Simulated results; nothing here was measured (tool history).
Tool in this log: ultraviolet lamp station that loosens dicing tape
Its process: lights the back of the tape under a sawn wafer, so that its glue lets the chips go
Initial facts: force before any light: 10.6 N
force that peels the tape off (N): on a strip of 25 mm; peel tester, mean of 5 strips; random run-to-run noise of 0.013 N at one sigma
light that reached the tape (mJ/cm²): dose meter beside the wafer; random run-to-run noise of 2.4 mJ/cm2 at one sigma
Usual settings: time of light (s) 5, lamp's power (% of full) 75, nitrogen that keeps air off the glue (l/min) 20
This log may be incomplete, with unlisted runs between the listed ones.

run,hour,time of light (s),lamp's power (% of full),nitrogen that keeps air off the glue (l/min),force that peels the tape off (N),light that reached the tape (mJ/cm²)
1,0.0,5,75,20,0.638,268
2,12.7,5,75,20,0.634,265
3,30.5,5,88,20,0.423,310
4,45.7,5,75,20,0.626,265
5,58.8,5,75,20,0.607,263
6,75.4,5,68,20,0.790,240
7,84.2,5,75,15,0.824,265
8,94.8,5,75,15,0.782,265
9,113.3,3,75,15,2.150,158
10,130.6,5,75,22,0.574,265
11,138.2,5,75,20,0.638,265
12,151.5,5,75,20,0.648,267
13,160.2,5,75,20,0.618,268
14,167.9,4,75,20,1.033,211
15,183.7,5,75,20,0.637,263
16,194.1,5,75,20,0.618,266
17,204.1,5,75,20,0.641,265
18,214.5,5,77,20,0.570,274
19,225.1,5,75,28,0.480,264
20,238.8,5,75,20,0.634,267
21,246.8,5,75,32,0.402,265
22,259.0,5,75,32,0.395,267
23,277.7,4,100,20,0.553,275
24,294.7,4,64,33,0.977,182
25,305.0,3,75,12,2.500,159
26,314.1,7,84,20,0.258,412
27,328.8,3,87,9,2.380,187
28,343.2,3,87,9,2.420,184
29,353.0,2,87,10,3.826,123
30,360.9,2,87,10,3.826,121
31,372.3,7,87,12,0.357,426
32,385.7,8,83,32,0.177,468
33,397.5,5,63,20,0.940,220
34,411.2,5,85,21,0.457,300
35,429.9,6,77,21,0.375,332
36,441.4,9,97,22,0.174,615
37,452.3,5,73,39,0.377,257
38,461.5,2,75,20,3.142,105
39,473.3,3,82,20,1.513,176
40,481.2,5,83,20,0.499,295
41,495.2,5,97,31,0.250,341
42,506.1,2,79,30,2.475,112
43,516.7,2,79,30,2.390,109

Consider 4 possible next runs. They are alternatives, not a sequence: every one starts from the tool as it was left by run 43. What does each give?
A,526.2,3,75,25,?,?
B,526.2,2,100,25,?,?
C,526.2,5,68,20,?,?
D,526.2,3,99,20,?,?

run,force that peels the tape off (N),light that reached the tape (mJ/cm²)
A,1.540,160
B,1.828,140
C,0.823,244
D,1.039,209
Without the tool's unlogged condition, the same runs would have read:
run,force that peels the tape off (N),light that reached the tape (mJ/cm²)
A,1.537,160
B,1.825,140
C,0.821,245
D,1.037,210

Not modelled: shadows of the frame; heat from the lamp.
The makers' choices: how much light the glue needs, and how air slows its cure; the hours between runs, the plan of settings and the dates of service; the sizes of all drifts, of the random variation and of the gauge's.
